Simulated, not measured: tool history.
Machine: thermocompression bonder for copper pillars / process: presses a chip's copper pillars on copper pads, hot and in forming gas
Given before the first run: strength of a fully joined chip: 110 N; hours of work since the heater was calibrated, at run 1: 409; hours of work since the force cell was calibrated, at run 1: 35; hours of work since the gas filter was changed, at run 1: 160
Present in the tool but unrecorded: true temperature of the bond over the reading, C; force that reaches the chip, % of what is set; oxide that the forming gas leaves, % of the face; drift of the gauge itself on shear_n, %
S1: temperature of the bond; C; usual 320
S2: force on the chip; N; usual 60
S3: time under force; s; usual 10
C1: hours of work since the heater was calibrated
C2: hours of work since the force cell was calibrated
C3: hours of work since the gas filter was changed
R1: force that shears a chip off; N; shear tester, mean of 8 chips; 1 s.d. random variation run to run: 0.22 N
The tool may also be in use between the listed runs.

{"run": 1, "hour": 0.0, "S1": 320, "S2": 60, "S3": 10, "C1": 409, "C2": 35, "C3": 160, "R1": 52.5}
{"hour": 11.3, "done": "forming gas filter changed"}
{"run": 2, "hour": 34.7, "S1": 320, "S2": 60, "S3": 10, "C1": 430, "C2": 57, "C3": 15, "R1": 55.3}
{"run": 3, "hour": 97.6, "S1": 320, "S2": 60, "S3": 10, "C1": 469, "C2": 96, "C3": 54, "R1": 54.4}
{"run": 4, "hour": 137.6, "S1": 320, "S2": 80, "S3": 10, "C1": 494, "C2": 121, "C3": 79, "R1": 69.3}
{"run": 5, "hour": 177.0, "S1": 320, "S2": 80, "S3": 10, "C1": 519, "C2": 146, "C3": 103, "R1": 68.4}
{"run": 6, "hour": 226.1, "S1": 320, "S2": 80, "S3": 10, "C1": 550, "C2": 176, "C3": 134, "R1": 67.8}
{"run": 7, "hour": 263.1, "S1": 320, "S2": 80, "S3": 10, "C1": 573, "C2": 199, "C3": 157, "R1": 67.3}
{"hour": 281.4, "done": "forming gas filter changed"}
{"run": 8, "hour": 340.7, "S1": 320, "S2": 80, "S3": 10, "C1": 621, "C2": 247, "C3": 37, "R1": 70.7}
{"run": 9, "hour": 414.6, "S1": 320, "S2": 80, "S3": 10, "C1": 667, "C2": 294, "C3": 83, "R1": 69.3}
{"run": 10, "hour": 465.8, "S1": 320, "S2": 80, "S3": 10, "C1": 699, "C2": 326, "C3": 115, "R1": 68.4}
{"run": 11, "hour": 537.7, "S1": 320, "S2": 60, "S3": 14, "C1": 744, "C2": 371, "C3": 160, "R1": 58.5}
{"hour": 548.1, "done": "forming gas filter changed"}
{"run": 12, "hour": 609.2, "S1": 320, "S2": 60, "S3": 14, "C1": 788, "C2": 415, "C3": 38, "R1": 61.2}
{"run": 13, "hour": 672.5, "S1": 320, "S2": 60, "S3": 14, "C1": 828, "C2": 454, "C3": 78, "R1": 60.3}
{"run": 14, "hour": 719.0, "S1": 320, "S2": 60, "S3": 10, "C1": 857, "C2": 483, "C3": 107, "R1": 53.2}
{"run": 15, "hour": 753.5, "S1": 320, "S2": 60, "S3": 10, "C1": 878, "C2": 505, "C3": 128, "R1": 52.9}
{"run": 16, "hour": 791.4, "S1": 329, "S2": 60, "S3": 10, "C1": 902, "C2": 529, "C3": 152, "R1": 57.3}
{"hour": 819.1, "done": "forming gas filter changed"}
{"run": 17, "hour": 823.5, "S1": 320, "S2": 60, "S3": 10, "C1": 922, "C2": 548, "C3": 3, "R1": 55.5}
{"run": 18, "hour": 877.5, "S1": 320, "S2": 60, "S3": 10, "C1": 956, "C2": 582, "C3": 36, "R1": 54.7}
{"run": 19, "hour": 929.2, "S1": 320, "S2": 60, "S3": 10, "C1": 988, "C2": 614, "C3": 69, "R1": 54.3}
{"run": 20, "hour": 999.1, "S1": 320, "S2": 60, "S3": 10, "C1": 1032, "C2": 658, "C3": 112, "R1": 53.1}
{"run": 21, "hour": 1054.9, "S1": 320, "S2": 60, "S3": 10, "C1": 1066, "C2": 693, "C3": 147, "R1": 52.2}
{"hour": 1087.6, "done": "forming gas filter changed"}
{"run": 22, "hour": 1122.7, "S1": 307, "S2": 46, "S3": 29, "C1": 1108, "C2": 735, "C3": 22, "R1": 53.8}
{"run": 23, "hour": 1179.3, "S1": 321, "S2": 83, "S3": 12, "C1": 1144, "C2": 770, "C3": 57, "R1": 75.7}
{"run": 24, "hour": 1212.0, "S1": 321, "S2": 45, "S3": 28, "C1": 1164, "C2": 791, "C3": 78, "R1": 58.9}
{"run": 25, "hour": 1271.8, "S1": 315, "S2": 59, "S3": 9, "C1": 1202, "C2": 828, "C3": 115, "R1": 48.2}
{"hour": 1279.3, "done": "force cell calibrated"}
{"hour": 1308.4, "done": "heater calibrated with a thermocouple chip"}
{"run": 26, "hour": 1316.7, "S1": 309, "S2": 60, "S3": 10, "C1": 5, "C2": 22, "C3": 141, "R1": 51.1}
{"hour": 1360.6, "done": "forming gas filter changed"}
{"run": 27, "hour": 1365.0, "S1": 316, "S2": 60, "S3": 23, "C1": 35, "C2": 52, "C3": 3, "R1": 74.8}
{"run": 28, "hour": 1431.8, "S1": 316, "S2": 60, "S3": 23, "C1": 77, "C2": 94, "C3": 44, "R1": 73.3}
{"hour": 1498.1, "done": "force cell calibrated, once more"}
{"run": 29, "hour": 1499.5, "S1": 327, "S2": 46, "S3": 20, "C1": 118, "C2": 1, "C3": 86, "R1": 57.5}
{"run": 30, "hour": 1532.7, "S1": 327, "S2": 83, "S3": 6, "C1": 139, "C2": 22, "C3": 107, "R1": 65.2}
{"run": 31, "hour": 1583.0, "S1": 327, "S2": 89, "S3": 6, "C1": 170, "C2": 53, "C3": 138, "R1": 67.8}
{"hour": 1629.8, "done": "forming gas filter changed"}
{"run": 32, "hour": 1631.4, "S1": 327, "S2": 40, "S3": 7, "C1": 200, "C2": 83, "C3": 1, "R1": 34.7}
{"run": 33, "hour": 1707.1, "S1": 330, "S2": 82, "S3": 12, "C1": 247, "C2": 130, "C3": 48, "R1": 81.0}
{"run": 34, "hour": 1777.3, "S1": 330, "S2": 82, "S3": 12, "C1": 291, "C2": 174, "C3": 92, "R1": 80.0}
{"run": 35, "hour": 1821.3, "S1": 330, "S2": 61, "S3": 12, "C1": 319, "C2": 202, "C3": 120, "R1": 63.9}
{"run": 36, "hour": 1874.0, "S1": 298, "S2": 60, "S3": 10, "C1": 352, "C2": 234, "C3": 153, "R1": 41.3}
{"hour": 1901.3, "done": "forming gas filter changed"}
{"run": 37, "hour": 1910.1, "S1": 320, "S2": 46, "S3": 10, "C1": 374, "C2": 257, "C3": 5, "R1": 42.8}
{"run": 38, "hour": 1964.3, "S1": 320, "S2": 46, "S3": 10, "C1": 408, "C2": 291, "C3": 39, "R1": 42.1}
{"run": 39, "hour": 2037.6, "S1": 320, "S2": 40, "S3": 6, "C1": 454, "C2": 336, "C3": 85, "R1": 28.8}

How would selected steps in R1 from run to run divide? Give the signed amount a tool lacking its hidden state would still show from settings, what came in and random variation, and the signed amount left for the hidden state, including any gauge scatter that is not in both of the compared results.
Run 25 -> 26: S1 315 -> 309, S2 59 -> 60, S3 9 -> 10, force cell calibrated, heater calibrated with a thermocouple chip. R1 +2.9 N: hidden state +3.9, all else -1.0.
Run 26 -> 27: S1 309 -> 316, S3 10 -> 23, forming gas filter changed. R1 +23.7 N: hidden state +3.0, all else +20.7.
Run 28 -> 29: S1 316 -> 327, S2 60 -> 46, S3 23 -> 20, force cell calibrated, once more. R1 -15.8 N: hidden state -5.0, all else -10.8.
Run 31 -> 32: S2 89 -> 40, S3 6 -> 7, forming gas filter changed. R1 -33.1 N: hidden state +4.2, all else -37.3.
Run 32 -> 33: S1 327 -> 330, S2 40 -> 82, S3 7 -> 12. R1 +46.3 N: hidden state -1.6, all else +47.9.
